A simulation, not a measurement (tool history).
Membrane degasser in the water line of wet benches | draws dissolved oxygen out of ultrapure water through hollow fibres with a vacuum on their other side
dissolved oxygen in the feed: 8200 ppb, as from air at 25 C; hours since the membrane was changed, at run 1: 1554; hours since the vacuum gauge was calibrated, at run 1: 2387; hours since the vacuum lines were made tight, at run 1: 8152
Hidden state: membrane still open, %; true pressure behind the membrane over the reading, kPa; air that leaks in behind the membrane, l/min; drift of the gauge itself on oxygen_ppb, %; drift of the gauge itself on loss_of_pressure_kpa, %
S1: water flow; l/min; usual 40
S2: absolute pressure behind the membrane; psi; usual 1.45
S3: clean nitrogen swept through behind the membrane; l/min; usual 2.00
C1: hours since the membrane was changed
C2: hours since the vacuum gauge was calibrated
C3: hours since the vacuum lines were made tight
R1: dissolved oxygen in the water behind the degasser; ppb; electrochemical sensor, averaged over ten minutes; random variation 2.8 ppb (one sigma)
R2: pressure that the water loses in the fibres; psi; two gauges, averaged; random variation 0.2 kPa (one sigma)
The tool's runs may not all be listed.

| run | hour | S1 | S2 | S3 | C1 | C2 | C3 | R1 | R2 |
|---|---|---|---|---|---|---|---|---|---|
| 1 | 0.0 | 40 | 1.45 | 2.00 | 1554 | 2387 | 8152 | 340.7 | 6.824 |
| 2 | 37.7 | 40 | 1.45 | 2.00 | 1592 | 2425 | 8189 | 338.6 | 6.794 |
| 3 | 77.6 | 40 | 1.45 | 2.00 | 1632 | 2465 | 8229 | 337.0 | 6.749 |
| 4 | 104.5 | 40 | 1.45 | 2.00 | 1658 | 2491 | 8256 | 342.6 | 6.743 |
| 5 | 151.6 | 40 | 1.45 | 2.00 | 1705 | 2539 | 8303 | 333.8 | 6.788 |
| 6 | 175.7 | 48 | 1.45 | 2.00 | 1730 | 2563 | 8327 | 415.9 | 8.141 |
| 7 | 220.3 | 40 | 1.45 | 2.00 | 1774 | 2607 | 8372 | 337.1 | 6.763 |
| 8 | 243.0 | 40 | 1.45 | 2.00 | 1797 | 2630 | 8395 | 337.2 | 6.801 |
| 9 | 295.5 | 40 | 1.45 | 2.00 | 1849 | 2682 | 8447 | 337.3 | 6.778 |
| 10 | 320.3 | 40 | 1.45 | 2.00 | 1874 | 2707 | 8472 | 342.1 | 6.799 |
| 11 | 350.5 | 40 | 1.60 | 2.00 | 1904 | 2737 | 8502 | 385.6 | 6.740 |
| 12 | 383.3 | 40 | 1.45 | 5.85 | 1937 | 2770 | 8535 | 159.2 | 6.779 |
| 13 | 411.5 | 40 | 1.45 | 5.85 | 1965 | 2798 | 8563 | 157.3 | 6.757 |
| 14 | 461.8 | 40 | 1.45 | 5.85 | 2016 | 2849 | 8613 | 156.0 | 6.763 |

The next listed run, before its measurement:
| 15 | 506.5 | 24 | 3.28 | 2.74 | 2060 | 2893 | 8658 | ? | ? |

Run 15 gave R1 408.2 ppb, R2 4.049 psi.
Without the tool's hidden state the same run would have given R1 399.0 ppb, R2 4.009 psi.
